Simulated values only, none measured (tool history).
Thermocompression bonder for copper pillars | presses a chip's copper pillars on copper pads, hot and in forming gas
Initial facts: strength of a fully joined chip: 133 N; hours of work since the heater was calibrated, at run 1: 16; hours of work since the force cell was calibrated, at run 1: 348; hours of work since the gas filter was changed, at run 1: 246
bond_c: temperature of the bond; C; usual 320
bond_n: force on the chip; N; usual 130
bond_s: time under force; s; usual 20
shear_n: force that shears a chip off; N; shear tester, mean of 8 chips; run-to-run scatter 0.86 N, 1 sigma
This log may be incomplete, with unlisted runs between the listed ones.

| run | hour | bond_c | bond_n | bond_s | hours of work since the heater was calibrated | hours of work since the force cell was calibrated | hours of work since the gas filter was changed | shear_n |
|---|---|---|---|---|---|---|---|---|
| 1 | 0 | 320 | 130 | 20 | 16 | 348 | 246 | 90.2 |
| 2 | 4.5 | 320 | 130 | 20 | 18 | 351 | 248 | 89.6 |
| 3 | 13.6 | 320 | 130 | 20 | 24 | 356 | 254 | 91.2 |
| 4 | 20.5 | 320 | 130 | 20 | 28 | 360 | 258 | 92.1 |
| 5 | 24.8 | 320 | 135 | 20 | 31 | 363 | 261 | 91.7 |
| 6 | 31.9 | 320 | 135 | 20 | 35 | 367 | 265 | 92.9 |
| 7 | 38.8 | 320 | 135 | 20 | 39 | 371 | 269 | 94.2 |
| 8 | 45.9 | 320 | 135 | 20 | 43 | 376 | 273 | 91.6 |
| 9 | 51 | 339 | 135 | 20 | 46 | 379 | 276 | 99 |
| 10 | 59.8 | 320 | 130 | 20 | 52 | 384 | 282 | 92.4 |
| 11 | 67.1 | 320 | 130 | 20 | 56 | 389 | 286 | 91.1 |
| 12 | 74.9 | 320 | 130 | 37 | 61 | 393 | 291 | 105.2 |
| 13 | 85.4 | 320 | 130 | 37 | 67 | 400 | 297 | 103.8 |
| 14 | 92.8 | 320 | 130 | 37 | 72 | 404 | 302 | 104.2 |
| 15 | 98.1 | 292 | 130 | 20 | 75 | 407 | 305 | 78.1 |
| 16 | 103.8 | 292 | 130 | 20 | 78 | 411 | 308 | 76.5 |
| 17 | 111.1 | 320 | 95 | 13 | 83 | 415 | 313 | 65.4 |
| 18 | 119.3 | 320 | 95 | 13 | 88 | 420 | 318 | 65.7 |
| 19 | 125.3 | 320 | 193 | 20 | 91 | 424 | 321 | 107.7 |
| 20 | 135.6 | 338 | 102 | 17 | 97 | 430 | 327 | 84.4 |
| 21 | 145.9 | 338 | 102 | 17 | 104 | 436 | 334 | 85.4 |
| 22 | 155 | 338 | 102 | 17 | 109 | 441 | 339 | 82.8 |
| 23 | 165.5 | 304 | 169 | 16 | 115 | 448 | 345 | 89.6 |
| 24 | 175.1 | 320 | 91 | 30 | 121 | 454 | 351 | 81.9 |

The next listed run, before its measurement:
| 25 | 182.2 | 293 | 187 | 26 | 125 | 458 | 356 | ? |

shear_n: 98.6 N
The same run, on a tool lacking any hidden state, would have yielded shear_n 98.5 N.

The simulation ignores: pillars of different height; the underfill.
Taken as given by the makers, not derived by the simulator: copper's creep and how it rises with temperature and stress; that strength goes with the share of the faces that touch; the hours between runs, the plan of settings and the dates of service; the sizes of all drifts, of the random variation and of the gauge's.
